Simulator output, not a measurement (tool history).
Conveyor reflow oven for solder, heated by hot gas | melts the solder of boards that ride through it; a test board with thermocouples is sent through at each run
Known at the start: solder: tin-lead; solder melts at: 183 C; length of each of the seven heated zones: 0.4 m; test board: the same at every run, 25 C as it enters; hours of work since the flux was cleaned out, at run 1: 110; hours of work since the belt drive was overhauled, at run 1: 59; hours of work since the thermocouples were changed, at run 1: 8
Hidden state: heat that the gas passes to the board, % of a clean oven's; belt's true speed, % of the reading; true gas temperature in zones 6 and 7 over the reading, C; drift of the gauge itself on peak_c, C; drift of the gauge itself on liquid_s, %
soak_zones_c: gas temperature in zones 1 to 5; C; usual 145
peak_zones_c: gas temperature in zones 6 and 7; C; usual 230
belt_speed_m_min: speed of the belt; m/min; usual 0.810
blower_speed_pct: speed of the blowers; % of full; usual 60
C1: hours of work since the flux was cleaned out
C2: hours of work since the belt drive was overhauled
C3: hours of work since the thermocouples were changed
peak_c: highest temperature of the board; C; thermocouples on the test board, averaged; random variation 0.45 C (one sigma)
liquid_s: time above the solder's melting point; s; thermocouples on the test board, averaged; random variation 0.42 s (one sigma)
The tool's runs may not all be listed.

run 1 hour=0.0 | soak_zones_c=145 peak_zones_c=230 belt_speed_m_min=0.810 blower_speed_pct=60 | C1=110 C2=59 C3=8 | peak_c=208.9 liquid_s=39.0
run 2 hour=55.3 | soak_zones_c=145 peak_zones_c=230 belt_speed_m_min=0.810 blower_speed_pct=60 | C1=136 C2=85 C3=34 | peak_c=209.3 liquid_s=38.9
run 3 hour=131.4 | soak_zones_c=145 peak_zones_c=230 belt_speed_m_min=0.810 blower_speed_pct=60 | C1=171 C2=120 C3=70 | peak_c=209.0 liquid_s=38.1
run 4 hour=210.2 | soak_zones_c=145 peak_zones_c=230 belt_speed_m_min=0.810 blower_speed_pct=60 | C1=208 C2=157 C3=106 | peak_c=208.2 liquid_s=38.6
-- hour=228.1 flux residue cleaned out of gas plates and filters
run 5 hour=266.7 | soak_zones_c=145 peak_zones_c=230 belt_speed_m_min=0.810 blower_speed_pct=60 | C1=18 C2=181 C3=130 | peak_c=209.6 liquid_s=39.7
run 6 hour=318.2 | soak_zones_c=145 peak_zones_c=230 belt_speed_m_min=0.810 blower_speed_pct=60 | C1=42 C2=205 C3=154 | peak_c=210.0 liquid_s=40.0
run 7 hour=376.2 | soak_zones_c=145 peak_zones_c=230 belt_speed_m_min=0.810 blower_speed_pct=60 | C1=69 C2=232 C3=181 | peak_c=209.7 liquid_s=39.7
run 8 hour=425.4 | soak_zones_c=145 peak_zones_c=222 belt_speed_m_min=0.810 blower_speed_pct=60 | C1=92 C2=255 C3=204 | peak_c=203.1 liquid_s=34.2
run 9 hour=478.5 | soak_zones_c=154 peak_zones_c=230 belt_speed_m_min=0.810 blower_speed_pct=60 | C1=117 C2=280 C3=229 | peak_c=212.2 liquid_s=45.4
run 10 hour=544.5 | soak_zones_c=145 peak_zones_c=230 belt_speed_m_min=0.810 blower_speed_pct=60 | C1=147 C2=310 C3=260 | peak_c=209.0 liquid_s=40.5
run 11 hour=605.5 | soak_zones_c=145 peak_zones_c=230 belt_speed_m_min=0.706 blower_speed_pct=60 | C1=176 C2=339 C3=288 | peak_c=213.7 liquid_s=49.8
run 12 hour=658.1 | soak_zones_c=145 peak_zones_c=230 belt_speed_m_min=0.810 blower_speed_pct=60 | C1=200 C2=363 C3=312 | peak_c=208.4 liquid_s=39.8
-- hour=688.9 flux residue cleaned out of gas plates and filters
run 13 hour=734.9 | soak_zones_c=145 peak_zones_c=230 belt_speed_m_min=0.810 blower_speed_pct=60 | C1=21 C2=397 C3=346 | peak_c=210.0 liquid_s=40.1
run 14 hour=792.6 | soak_zones_c=145 peak_zones_c=230 belt_speed_m_min=0.810 blower_speed_pct=60 | C1=48 C2=423 C3=373 | peak_c=209.7 liquid_s=40.8
run 15 hour=838.8 | soak_zones_c=145 peak_zones_c=238 belt_speed_m_min=0.810 blower_speed_pct=60 | C1=70 C2=445 C3=394 | peak_c=216.6 liquid_s=45.4
run 16 hour=871.7 | soak_zones_c=145 peak_zones_c=230 belt_speed_m_min=0.918 blower_speed_pct=67 | C1=85 C2=460 C3=410 | peak_c=206.3 liquid_s=31.8
run 17 hour=923.5 | soak_zones_c=145 peak_zones_c=235 belt_speed_m_min=0.810 blower_speed_pct=81 | C1=109 C2=484 C3=434 | peak_c=217.0 liquid_s=47.0
run 18 hour=973.6 | soak_zones_c=132 peak_zones_c=223 belt_speed_m_min=0.810 blower_speed_pct=56 | C1=132 C2=508 C3=457 | peak_c=200.3 liquid_s=27.2
run 19 hour=1011.6 | soak_zones_c=137 peak_zones_c=241 belt_speed_m_min=0.810 blower_speed_pct=79 | C1=150 C2=525 C3=475 | peak_c=220.4 liquid_s=45.9
run 20 hour=1077.8 | soak_zones_c=154 peak_zones_c=235 belt_speed_m_min=0.810 blower_speed_pct=52 | C1=181 C2=556 C3=505 | peak_c=213.9 liquid_s=45.9
run 21 hour=1118.2 | soak_zones_c=154 peak_zones_c=235 belt_speed_m_min=0.810 blower_speed_pct=52 | C1=200 C2=575 C3=524 | peak_c=214.0 liquid_s=46.0
-- hour=1151.8 flux residue cleaned out of gas plates and filters
run 22 hour=1161.5 | soak_zones_c=154 peak_zones_c=235 belt_speed_m_min=0.810 blower_speed_pct=52 | C1=4 C2=593 C3=542 | peak_c=215.4 liquid_s=47.4
run 23 hour=1197.8 | soak_zones_c=135 peak_zones_c=243 belt_speed_m_min=0.911 blower_speed_pct=87 | C1=21 C2=610 C3=559 | peak_c=219.3 liquid_s=38.7
run 24 hour=1265.5 | soak_zones_c=145 peak_zones_c=230 belt_speed_m_min=0.810 blower_speed_pct=63 | C1=53 C2=641 C3=591 | peak_c=211.9 liquid_s=41.7
run 25 hour=1345.4 | soak_zones_c=145 peak_zones_c=230 belt_speed_m_min=0.810 blower_speed_pct=63 | C1=90 C2=678 C3=628 | peak_c=211.3 liquid_s=40.8
run 26 hour=1405.1 | soak_zones_c=145 peak_zones_c=231 belt_speed_m_min=0.810 blower_speed_pct=81 | C1=118 C2=706 C3=655 | peak_c=214.8 liquid_s=45.4
run 27 hour=1450.9 | soak_zones_c=145 peak_zones_c=230 belt_speed_m_min=0.810 blower_speed_pct=81 | C1=139 C2=727 C3=677 | peak_c=213.0 liquid_s=44.4
run 28 hour=1521.1 | soak_zones_c=145 peak_zones_c=229 belt_speed_m_min=0.898 blower_speed_pct=75 | C1=172 C2=760 C3=709 | peak_c=209.4 liquid_s=35.3
run 29 hour=1599.5 | soak_zones_c=132 peak_zones_c=230 belt_speed_m_min=0.810 blower_speed_pct=57 | C1=208 C2=797 C3=746 | peak_c=205.7 liquid_s=33.2
-- hour=1613.9 flux residue cleaned out of gas plates and filters
run 30 hour=1672.0 | soak_zones_c=138 peak_zones_c=224 belt_speed_m_min=0.841 blower_speed_pct=77 | C1=27 C2=828 C3=777 | peak_c=206.4 liquid_s=34.7

Forecast each of these 4 alternatives for the next run:
run A hour=1736.6 | soak_zones_c=140 peak_zones_c=224 belt_speed_m_min=0.681 blower_speed_pct=77 | C1=57 C2=858 C3=807 | peak_c=? liquid_s=?
run B hour=1736.6 | soak_zones_c=137 peak_zones_c=222 belt_speed_m_min=0.652 blower_speed_pct=60 | C1=57 C2=858 C3=807 | peak_c=? liquid_s=?
run C hour=1736.6 | soak_zones_c=145 peak_zones_c=221 belt_speed_m_min=0.810 blower_speed_pct=79 | C1=57 C2=858 C3=807 | peak_c=? liquid_s=?
run D hour=1736.6 | soak_zones_c=145 peak_zones_c=230 belt_speed_m_min=0.921 blower_speed_pct=60 | C1=57 C2=858 C3=807 | peak_c=? liquid_s=?

run=A peak_c=213.0 liquid_s=51.4
run=B peak_c=209.7 liquid_s=49.1
run=C peak_c=206.5 liquid_s=38.8
run=D peak_c=206.3 liquid_s=32.1
Without the tool's hidden state the same runs would have given:
run=A peak_c=211.0 liquid_s=49.6
run=B peak_c=207.7 liquid_s=47.0
run=C peak_c=204.7 liquid_s=37.1
run=D peak_c=204.6 liquid_s=30.5
